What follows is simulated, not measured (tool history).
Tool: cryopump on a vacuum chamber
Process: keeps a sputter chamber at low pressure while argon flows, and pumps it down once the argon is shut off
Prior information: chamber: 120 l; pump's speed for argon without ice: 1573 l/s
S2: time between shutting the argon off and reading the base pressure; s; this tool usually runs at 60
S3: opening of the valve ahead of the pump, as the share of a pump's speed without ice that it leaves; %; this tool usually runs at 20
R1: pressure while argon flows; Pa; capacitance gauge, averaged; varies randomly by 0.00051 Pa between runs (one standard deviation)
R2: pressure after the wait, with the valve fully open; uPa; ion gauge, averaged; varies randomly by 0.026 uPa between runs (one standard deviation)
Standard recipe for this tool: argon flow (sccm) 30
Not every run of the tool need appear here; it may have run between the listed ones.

{"run": 1, "day": 0.0, "argon flow (sccm)": 30, "S2": 60, "S3": 20, "R1": 0.1711, "R2": 1.96}
{"run": 2, "day": 1.046, "argon flow (sccm)": 30, "S2": 60, "S3": 20, "R1": 0.1706, "R2": 2.03}
{"run": 3, "day": 2.617, "argon flow (sccm)": 30, "S2": 60, "S3": 20, "R1": 0.1708, "R2": 2.04}
{"day": 3.238, "done": "pump warmed up, emptied and cooled again"}
{"run": 4, "day": 3.633, "argon flow (sccm)": 30, "S2": 60, "S3": 20, "R1": 0.1616, "R2": 1.82}
{"run": 5, "day": 5.004, "argon flow (sccm)": 30, "S2": 60, "S3": 20, "R1": 0.162, "R2": 1.92}
{"run": 6, "day": 5.896, "argon flow (sccm)": 30, "S2": 37, "S3": 20, "R1": 0.1617, "R2": 2.51}
{"run": 7, "day": 6.704, "argon flow (sccm)": 30, "S2": 37, "S3": 20, "R1": 0.1626, "R2": 2.45}
{"run": 8, "day": 8.0, "argon flow (sccm)": 30, "S2": 37, "S3": 20, "R1": 0.163, "R2": 2.49}
{"run": 9, "day": 9.446, "argon flow (sccm)": 30, "S2": 37, "S3": 20, "R1": 0.1637, "R2": 2.54}
{"run": 10, "day": 10.283, "argon flow (sccm)": 30, "S2": 37, "S3": 20, "R1": 0.1629, "R2": 2.6}
{"run": 11, "day": 11.462, "argon flow (sccm)": 30, "S2": 37, "S3": 20, "R1": 0.1628, "R2": 2.59}
{"run": 12, "day": 12.554, "argon flow (sccm)": 30, "S2": 37, "S3": 20, "R1": 0.1631, "R2": 2.59}
{"run": 13, "day": 14.279, "argon flow (sccm)": 30, "S2": 60, "S3": 20, "R1": 0.1634, "R2": 2.08}
{"run": 14, "day": 15.075, "argon flow (sccm)": 30, "S2": 60, "S3": 20, "R1": 0.1642, "R2": 2.08}
{"run": 15, "day": 16.654, "argon flow (sccm)": 48, "S2": 60, "S3": 20, "R1": 0.2624, "R2": 2.14}
{"run": 16, "day": 18.354, "argon flow (sccm)": 48, "S2": 60, "S3": 20, "R1": 0.2628, "R2": 2.18}
{"run": 17, "day": 19.692, "argon flow (sccm)": 30, "S2": 60, "S3": 24, "R1": 0.1382, "R2": 2.22}
{"run": 18, "day": 20.488, "argon flow (sccm)": 37, "S2": 22, "S3": 36, "R1": 0.1159, "R2": 3.79}
{"run": 19, "day": 21.888, "argon flow (sccm)": 20, "S2": 86, "S3": 20, "R1": 0.1109, "R2": 1.96}
{"run": 20, "day": 22.712, "argon flow (sccm)": 25, "S2": 174, "S3": 28, "R1": 0.0996, "R2": 1.68}
{"run": 21, "day": 24.108, "argon flow (sccm)": 25, "S2": 174, "S3": 28, "R1": 0.0994, "R2": 1.74}
{"run": 22, "day": 25.475, "argon flow (sccm)": 32, "S2": 174, "S3": 21, "R1": 0.1691, "R2": 1.75}
{"run": 23, "day": 26.642, "argon flow (sccm)": 29, "S2": 43, "S3": 53, "R1": 0.0639, "R2": 2.86}
{"run": 24, "day": 28.575, "argon flow (sccm)": 16, "S2": 195, "S3": 49, "R1": 0.0384, "R2": 1.81}
{"run": 25, "day": 30.404, "argon flow (sccm)": 16, "S2": 195, "S3": 49, "R1": 0.0381, "R2": 1.8}
{"run": 26, "day": 31.233, "argon flow (sccm)": 30, "S2": 297, "S3": 31, "R1": 0.1108, "R2": 1.77}
{"run": 27, "day": 32.962, "argon flow (sccm)": 30, "S2": 297, "S3": 31, "R1": 0.1114, "R2": 1.87}
{"run": 28, "day": 34.904, "argon flow (sccm)": 30, "S2": 60, "S3": 29, "R1": 0.1192, "R2": 2.61}
{"run": 29, "day": 35.967, "argon flow (sccm)": 15, "S2": 241, "S3": 20, "R1": 0.0845, "R2": 2.06}
{"run": 30, "day": 37.467, "argon flow (sccm)": 15, "S2": 241, "S3": 22, "R1": 0.0777, "R2": 2.03}
{"run": 31, "day": 38.75, "argon flow (sccm)": 15, "S2": 241, "S3": 22, "R1": 0.0778, "R2": 2.04}
{"run": 32, "day": 40.333, "argon flow (sccm)": 45, "S2": 28, "S3": 31, "R1": 0.1706, "R2": 3.91}
{"day": 41.8, "done": "pump warmed up, emptied and cooled again"}
{"run": 33, "day": 42.371, "argon flow (sccm)": 45, "S2": 28, "S3": 31, "R1": 0.1569, "R2": 3.55}

Alternative continuations, all from the tool just after run 33; predict every row:
{"run": "A", "day": 44.146, "argon flow (sccm)": 30, "S2": 234, "S3": 20, "R1": "?", "R2": "?"}
{"run": "B", "day": 44.146, "argon flow (sccm)": 45, "S2": 74, "S3": 29, "R1": "?", "R2": "?"}
{"run": "C", "day": 44.146, "argon flow (sccm)": 22, "S2": 42, "S3": 31, "R1": "?", "R2": "?"}
{"run": "D", "day": 44.146, "argon flow (sccm)": 45, "S2": 64, "S3": 30, "R1": "?", "R2": "?"}
{"run": "E", "day": 44.146, "argon flow (sccm)": 27, "S2": 28, "S3": 31, "R1": "?", "R2": "?"}

run=A R1=0.1620 R2=1.80
run=B R1=0.1677 R2=2.32
run=C R1=0.0764 R2=2.88
run=D R1=0.1613 R2=2.44
run=E R1=0.0940 R2=3.52
With no hidden state in the tool, these same runs would have given:
run=A R1=0.1612 R2=0.43
run=B R1=0.1666 R2=0.96
run=C R1=0.0759 R2=1.53
run=D R1=0.1602 R2=1.07
run=E R1=0.0933 R2=2.17

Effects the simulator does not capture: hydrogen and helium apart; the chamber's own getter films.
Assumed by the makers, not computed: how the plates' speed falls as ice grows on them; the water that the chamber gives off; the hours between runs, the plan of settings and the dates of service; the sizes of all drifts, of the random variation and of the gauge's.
